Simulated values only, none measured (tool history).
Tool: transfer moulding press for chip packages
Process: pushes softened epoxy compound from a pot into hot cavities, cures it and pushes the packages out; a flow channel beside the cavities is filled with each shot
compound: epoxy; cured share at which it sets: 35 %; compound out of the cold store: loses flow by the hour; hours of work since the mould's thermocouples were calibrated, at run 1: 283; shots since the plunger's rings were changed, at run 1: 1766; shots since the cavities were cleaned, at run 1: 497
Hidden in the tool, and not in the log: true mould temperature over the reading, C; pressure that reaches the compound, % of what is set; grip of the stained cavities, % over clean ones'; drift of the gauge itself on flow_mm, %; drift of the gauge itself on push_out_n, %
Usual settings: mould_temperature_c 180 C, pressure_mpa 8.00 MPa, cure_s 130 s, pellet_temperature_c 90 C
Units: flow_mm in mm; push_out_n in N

run,hour,mould_temperature_c,pressure_mpa,cure_s,pellet_temperature_c,hours of work since the mould's thermocouples were calibrated,shots since the plunger's rings were changed,shots since the cavities were cleaned,incoming compound's hours out of the cold store,flow_mm,push_out_n
1,0.0,180,8.00,130,90,283,1766,497,17.6,532,512
# hour 44.0: cavities cleaned with cleaning compound and waxed
2,67.8,180,8.00,130,90,323,2315,197,29.2,503,629
# hour 102.7: plunger's sealing rings changed
3,118.0,180,8.00,130,90,352,127,592,21.1,535,653
# hour 153.4: cavities cleaned with cleaning compound and waxed
4,199.4,180,8.00,116,90,400,789,381,10.6,550,577
# hour 263.9: cavities cleaned with cleaning compound and waxed
5,271.7,180,9.88,130,90,443,1375,64,37.1,558,398
6,327.1,180,9.88,130,90,477,1834,523,47.1,530,483
# hour 372.1: cavities cleaned with cleaning compound and waxed
7,391.9,180,9.88,110,90,515,2359,164,45.9,528,528
# hour 419.7: plunger's sealing rings changed
8,461.8,180,9.88,110,90,556,348,722,15.4,599,721
# hour 483.4: cavities cleaned with cleaning compound and waxed
9,545.9,180,9.88,110,90,605,1032,518,44.7,534,622
# hour 572.2: cavities cleaned with cleaning compound and waxed, once more
10,608.3,180,8.00,130,90,642,1536,299,43.6,484,424
# hour 676.3: cavities cleaned with cleaning compound and waxed
11,676.3,180,8.00,110,90,682,2088,0,34.5,494,478
# hour 739.8: plunger's sealing rings changed
12,754.1,180,8.00,130,90,728,118,623,14.2,546,521
# hour 789.7: cavities cleaned with cleaning compound and waxed
13,794.7,180,8.00,130,90,752,442,41,23.5,525,355
14,832.8,182,6.94,170,93,775,758,357,39.5,454,371
# hour 896.3: cavities cleaned with cleaning compound and waxed
15,897.8,174,8.88,118,87,813,1284,13,28.2,565,663
16,949.0,174,8.88,152,100,844,1708,437,44.1,527,505
# hour 991.6: mould's thermocouples calibrated
# hour 1008.7: cavities cleaned with cleaning compound and waxed
17,1035.8,174,8.88,152,100,26,2397,224,26.4,567,508
# hour 1061.2: plunger's sealing rings changed
18,1082.7,180,8.00,113,90,53,178,592,13.4,546,673
# hour 1115.4: cavities cleaned with cleaning compound and waxed
19,1130.2,180,8.00,113,90,80,559,122,17.4,538,546
20,1173.9,180,8.00,113,90,107,922,485,25.6,521,630
21,1211.8,180,8.00,113,90,130,1235,798,40.0,491,712
# hour 1219.6: cavities cleaned with cleaning compound and waxed
22,1276.6,180,8.00,136,89,168,1760,472,13.3,543,489
# hour 1328.9: cavities cleaned with cleaning compound and waxed
23,1346.6,180,8.00,110,93,209,2327,146,20.9,521,557
# hour 1380.2: plunger's sealing rings changed
24,1406.1,182,8.38,124,91,244,214,618,17.6,544,509
# hour 1440.6: cavities cleaned with cleaning compound and waxed
25,1478.1,183,7.63,130,96,286,798,310,46.1,462,407
# hour 1545.7: cavities cleaned with cleaning compound and waxed
26,1564.4,183,7.74,135,96,338,1501,155,27.5,491,359

Forecast each of these 4 alternatives for the next run:
A,1610.0,183,6.53,156,96,365,1878,532,26.5,?,?
B,1610.0,183,7.74,135,94,365,1878,532,33.2,?,?
C,1610.0,180,7.11,110,90,365,1878,532,33.2,?,?
D,1610.0,180,8.00,141,90,365,1878,532,24.2,?,?

run,flow_mm,push_out_n
A,452,389
B,485,422
C,473,638
D,518,459
Without the tool's hidden state the same runs would have given:
run,flow_mm,push_out_n
A,461,286
B,494,313
C,482,480
D,529,342
